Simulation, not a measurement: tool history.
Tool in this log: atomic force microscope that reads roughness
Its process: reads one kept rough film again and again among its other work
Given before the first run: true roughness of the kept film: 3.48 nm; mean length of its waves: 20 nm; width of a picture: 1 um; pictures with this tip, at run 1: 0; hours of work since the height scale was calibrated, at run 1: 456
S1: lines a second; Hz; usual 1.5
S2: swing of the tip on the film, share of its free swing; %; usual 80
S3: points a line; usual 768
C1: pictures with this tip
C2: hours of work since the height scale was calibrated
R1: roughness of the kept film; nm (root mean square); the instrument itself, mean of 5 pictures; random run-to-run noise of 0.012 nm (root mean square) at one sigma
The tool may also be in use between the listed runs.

run	hour	S1	S2	S3	C1	C2	R1
1	0	1.5	80	768	0	456	2.714
2	57	1.5	80	768	124	501	2.23
# hour 69.2: new tip fitted
3	101.7	1.5	80	622	71	536	2.452
# hour 136.3: new tip fitted
4	146.7	1.5	80	622	23	571	2.582
5	179.1	1.5	80	622	93	597	2.334
# hour 206.2: new tip fitted
6	219	1.5	73	622	28	628	2.634
7	250.3	1.5	80	768	95	653	2.333
# hour 276.5: new tip fitted
8	320.1	1.5	80	768	95	708	2.313
# hour 344.8: new tip fitted
9	361.1	1.5	80	768	36	740	2.568
# hour 368: height scale calibrated on a step standard
10	405.5	1.5	80	768	130	30	2.208
# hour 418.3: new tip fitted
11	444.3	3.1	81	768	56	60	2.289
# hour 490.7: new tip fitted
12	493.1	2.4	59	333	5	98	2.735
# hour 535.9: height scale calibrated on a step standard, once more
13	549.5	2.4	69	333	126	11	2.193

Run 14 has not been measured yet. What should we expect?
# hour 563.7: new tip fitted
14	592.6	2.4	69	333	63	44	?

{"run 14": {"R1": 2.46}}
With no hidden state in the tool, this same run would have given R1 2.725 nm (root mean square).
